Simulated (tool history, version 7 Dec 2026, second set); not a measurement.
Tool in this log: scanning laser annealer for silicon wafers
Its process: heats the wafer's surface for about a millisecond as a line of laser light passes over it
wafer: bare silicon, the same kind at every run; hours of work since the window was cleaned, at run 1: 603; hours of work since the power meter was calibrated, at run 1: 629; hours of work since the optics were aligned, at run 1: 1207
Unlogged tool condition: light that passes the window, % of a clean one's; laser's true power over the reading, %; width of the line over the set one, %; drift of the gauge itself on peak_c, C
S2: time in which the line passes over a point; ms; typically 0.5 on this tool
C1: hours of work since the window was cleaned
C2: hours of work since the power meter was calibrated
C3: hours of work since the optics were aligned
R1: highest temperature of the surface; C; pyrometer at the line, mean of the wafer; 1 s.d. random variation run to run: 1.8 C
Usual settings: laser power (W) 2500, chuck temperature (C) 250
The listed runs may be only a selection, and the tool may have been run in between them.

{"run": 1, "hour": 0.0, "laser power (W)": 2500, "S2": 0.5, "chuck temperature (C)": 250, "C1": 603, "C2": 629, "C3": 1207, "R1": 934}
{"run": 2, "hour": 21.1, "laser power (W)": 2500, "S2": 0.5, "chuck temperature (C)": 250, "C1": 612, "C2": 637, "C3": 1216, "R1": 932}
{"run": 3, "hour": 40.5, "laser power (W)": 2500, "S2": 0.5, "chuck temperature (C)": 250, "C1": 620, "C2": 645, "C3": 1224, "R1": 931}
{"run": 4, "hour": 73.0, "laser power (W)": 2500, "S2": 0.5, "chuck temperature (C)": 250, "C1": 633, "C2": 659, "C3": 1237, "R1": 928}
{"run": 5, "hour": 96.1, "laser power (W)": 2500, "S2": 0.5, "chuck temperature (C)": 250, "C1": 643, "C2": 668, "C3": 1247, "R1": 933}
{"run": 6, "hour": 123.8, "laser power (W)": 2500, "S2": 0.5, "chuck temperature (C)": 250, "C1": 654, "C2": 680, "C3": 1258, "R1": 934}
{"run": 7, "hour": 158.3, "laser power (W)": 2727, "S2": 0.5, "chuck temperature (C)": 250, "C1": 668, "C2": 694, "C3": 1272, "R1": 998}
{"run": 8, "hour": 199.1, "laser power (W)": 2727, "S2": 0.5, "chuck temperature (C)": 250, "C1": 685, "C2": 711, "C3": 1289, "R1": 999}
{"run": 9, "hour": 221.8, "laser power (W)": 2727, "S2": 0.5, "chuck temperature (C)": 250, "C1": 694, "C2": 720, "C3": 1298, "R1": 1001}
{"run": 10, "hour": 241.2, "laser power (W)": 2727, "S2": 0.5, "chuck temperature (C)": 246, "C1": 702, "C2": 728, "C3": 1306, "R1": 995}
{"run": 11, "hour": 271.7, "laser power (W)": 2500, "S2": 0.5, "chuck temperature (C)": 285, "C1": 715, "C2": 741, "C3": 1319, "R1": 965}
{"run": 12, "hour": 301.2, "laser power (W)": 2500, "S2": 0.419, "chuck temperature (C)": 250, "C1": 727, "C2": 753, "C3": 1331, "R1": 879}
{"hour": 321.3, "done": "window over the wafer cleaned"}
{"run": 13, "hour": 332.8, "laser power (W)": 2500, "S2": 0.5, "chuck temperature (C)": 216, "C1": 5, "C2": 765, "C3": 1343, "R1": 926}
{"run": 14, "hour": 351.3, "laser power (W)": 2500, "S2": 0.5, "chuck temperature (C)": 216, "C1": 12, "C2": 773, "C3": 1351, "R1": 926}
{"run": 15, "hour": 387.7, "laser power (W)": 2500, "S2": 0.5, "chuck temperature (C)": 216, "C1": 27, "C2": 788, "C3": 1366, "R1": 923}
{"run": 16, "hour": 431.0, "laser power (W)": 2500, "S2": 0.5, "chuck temperature (C)": 216, "C1": 45, "C2": 805, "C3": 1384, "R1": 926}
{"run": 17, "hour": 454.1, "laser power (W)": 2500, "S2": 0.5, "chuck temperature (C)": 250, "C1": 55, "C2": 815, "C3": 1393, "R1": 957}
{"run": 18, "hour": 484.4, "laser power (W)": 2552, "S2": 0.5, "chuck temperature (C)": 250, "C1": 67, "C2": 827, "C3": 1406, "R1": 976}
{"run": 19, "hour": 504.5, "laser power (W)": 2500, "S2": 0.5, "chuck temperature (C)": 212, "C1": 76, "C2": 836, "C3": 1414, "R1": 918}
{"run": 20, "hour": 536.2, "laser power (W)": 2500, "S2": 0.58, "chuck temperature (C)": 212, "C1": 89, "C2": 849, "C3": 1427, "R1": 969}
{"run": 21, "hour": 555.8, "laser power (W)": 2358, "S2": 0.5, "chuck temperature (C)": 238, "C1": 97, "C2": 857, "C3": 1435, "R1": 899}
{"run": 22, "hour": 580.4, "laser power (W)": 2500, "S2": 0.5, "chuck temperature (C)": 283, "C1": 107, "C2": 867, "C3": 1445, "R1": 990}
{"run": 23, "hour": 610.9, "laser power (W)": 2500, "S2": 0.5, "chuck temperature (C)": 283, "C1": 119, "C2": 880, "C3": 1458, "R1": 992}
{"run": 24, "hour": 646.2, "laser power (W)": 2287, "S2": 0.5, "chuck temperature (C)": 280, "C1": 134, "C2": 894, "C3": 1472, "R1": 915}
{"run": 25, "hour": 684.3, "laser power (W)": 2287, "S2": 0.5, "chuck temperature (C)": 280, "C1": 150, "C2": 910, "C3": 1488, "R1": 917}
{"run": 26, "hour": 705.5, "laser power (W)": 2287, "S2": 0.5, "chuck temperature (C)": 280, "C1": 158, "C2": 919, "C3": 1497, "R1": 918}
{"run": 27, "hour": 744.7, "laser power (W)": 2710, "S2": 0.431, "chuck temperature (C)": 272, "C1": 175, "C2": 935, "C3": 1513, "R1": 992}
{"run": 28, "hour": 774.3, "laser power (W)": 2452, "S2": 0.401, "chuck temperature (C)": 271, "C1": 187, "C2": 947, "C3": 1525, "R1": 893}
{"hour": 781.2, "done": "optics aligned, line set to its width"}
{"run": 29, "hour": 820.7, "laser power (W)": 2222, "S2": 0.401, "chuck temperature (C)": 269, "C1": 204, "C2": 964, "C3": 16, "R1": 830}
{"run": 30, "hour": 840.8, "laser power (W)": 2222, "S2": 0.401, "chuck temperature (C)": 269, "C1": 212, "C2": 972, "C3": 25, "R1": 830}
{"run": 31, "hour": 868.3, "laser power (W)": 2706, "S2": 0.5, "chuck temperature (C)": 265, "C1": 223, "C2": 984, "C3": 36, "R1": 1038}
{"run": 32, "hour": 904.7, "laser power (W)": 2700, "S2": 0.483, "chuck temperature (C)": 265, "C1": 238, "C2": 999, "C3": 51, "R1": 1022}
{"run": 33, "hour": 947.5, "laser power (W)": 2500, "S2": 0.553, "chuck temperature (C)": 266, "C1": 256, "C2": 1016, "C3": 69, "R1": 1004}
{"run": 34, "hour": 981.6, "laser power (W)": 2731, "S2": 0.543, "chuck temperature (C)": 251, "C1": 270, "C2": 1030, "C3": 83, "R1": 1057}
{"run": 35, "hour": 1015.9, "laser power (W)": 2388, "S2": 0.435, "chuck temperature (C)": 251, "C1": 284, "C2": 1044, "C3": 97, "R1": 876}
{"run": 36, "hour": 1035.3, "laser power (W)": 2485, "S2": 0.387, "chuck temperature (C)": 212, "C1": 292, "C2": 1052, "C3": 105, "R1": 830}
{"run": 37, "hour": 1071.0, "laser power (W)": 2400, "S2": 0.5, "chuck temperature (C)": 231, "C1": 307, "C2": 1067, "C3": 119, "R1": 903}
{"run": 38, "hour": 1103.7, "laser power (W)": 2400, "S2": 0.5, "chuck temperature (C)": 231, "C1": 320, "C2": 1081, "C3": 133, "R1": 902}
{"run": 39, "hour": 1121.6, "laser power (W)": 2489, "S2": 0.5, "chuck temperature (C)": 286, "C1": 328, "C2": 1088, "C3": 140, "R1": 985}
{"run": 40, "hour": 1155.0, "laser power (W)": 2489, "S2": 0.5, "chuck temperature (C)": 286, "C1": 342, "C2": 1102, "C3": 154, "R1": 985}

Predict each of these 5 candidate next runs independently; none follows another, all start after run 40:
{"run": "A", "hour": 1194.2, "laser power (W)": 2199, "S2": 0.426, "chuck temperature (C)": 278, "C1": 358, "C2": 1118, "C3": 170, "R1": "?"}
{"run": "B", "hour": 1194.2, "laser power (W)": 2470, "S2": 0.54, "chuck temperature (C)": 234, "C1": 358, "C2": 1118, "C3": 170, "R1": "?"}
{"run": "C", "hour": 1194.2, "laser power (W)": 2298, "S2": 0.5, "chuck temperature (C)": 253, "C1": 358, "C2": 1118, "C3": 170, "R1": "?"}
{"run": "D", "hour": 1194.2, "laser power (W)": 2489, "S2": 0.5, "chuck temperature (C)": 229, "C1": 358, "C2": 1118, "C3": 170, "R1": "?"}
{"run": "E", "hour": 1194.2, "laser power (W)": 2489, "S2": 0.523, "chuck temperature (C)": 286, "C1": 358, "C2": 1118, "C3": 170, "R1": "?"}

run=A R1=842
run=B R1=953
run=C R1=890
run=D R1=925
run=E R1=997
Stripped of hidden state, with their random variation kept, the same runs would have yielded:
run=A R1=854
run=B R1=968
run=C R1=904
run=D R1=940
run=E R1=1012
